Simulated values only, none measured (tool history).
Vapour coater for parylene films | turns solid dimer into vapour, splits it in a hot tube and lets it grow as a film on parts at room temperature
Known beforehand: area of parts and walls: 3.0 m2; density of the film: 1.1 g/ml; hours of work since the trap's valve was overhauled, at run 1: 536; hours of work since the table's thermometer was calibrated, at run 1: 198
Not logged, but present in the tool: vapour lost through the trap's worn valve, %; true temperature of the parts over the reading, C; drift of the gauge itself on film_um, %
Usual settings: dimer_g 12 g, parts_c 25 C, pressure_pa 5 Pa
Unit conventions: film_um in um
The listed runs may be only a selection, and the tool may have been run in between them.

run,day,dimer_g,parts_c,pressure_pa,hours of work since the trap's valve was overhauled,hours of work since the table's thermometer was calibrated,film_um
1,0,12,25,5,536,198,2.74
2,1.196,12,25,5,550,212,2.71
3,3.242,12,25,5,573,235,2.73
# day 5.083: trap's valve overhauled
4,5.554,9,25,5,5,260,2.05
5,6.838,12,35,5,20,275,1.7
6,7.946,12,25,5,33,287,2.69
7,9.538,12,25,5,51,306,2.68
8,10.579,12,25,5,63,318,2.74
9,11.612,12,32,5,75,329,1.96
10,12.704,12,32,5,87,342,1.93
11,14.667,12,32,5,110,364,1.95
12,16.725,12,20,5,133,388,3.42
13,18.583,19,21,5,155,409,5.22
14,20.383,19,21,5,175,430,5.2
15,22.533,7,24,7.34,200,455,1.55
16,24.283,7,24,7.34,220,475,1.58
17,25.575,7,24,4.33,235,490,1.7
18,26.996,7,24,4.33,251,506,1.68
19,28.9,19,35,5.99,273,528,2.62
20,30.504,19,35,5.99,291,546,2.61
21,31.471,19,35,5.99,303,557,2.58
22,32.733,19,37,5.99,317,572,2.36
23,34.504,12,29,5,337,592,2.24
24,36.321,12,18,3.79,358,613,3.54

Predict each of these 4 candidate next runs independently; none follows another, all start after run 24:
A,37.708,12,18,4.39,374,629,?
B,37.708,12,25,3.55,374,629,?
C,37.708,12,25,2.87,374,629,?
D,37.708,6,25,5,374,629,?

run,film_um
A,3.59
B,2.88
C,2.99
D,1.37
Stripped of hidden state, with their random variation kept, the same runs would have yielded:
run,film_um
A,3.59
B,2.88
C,2.99
D,1.37

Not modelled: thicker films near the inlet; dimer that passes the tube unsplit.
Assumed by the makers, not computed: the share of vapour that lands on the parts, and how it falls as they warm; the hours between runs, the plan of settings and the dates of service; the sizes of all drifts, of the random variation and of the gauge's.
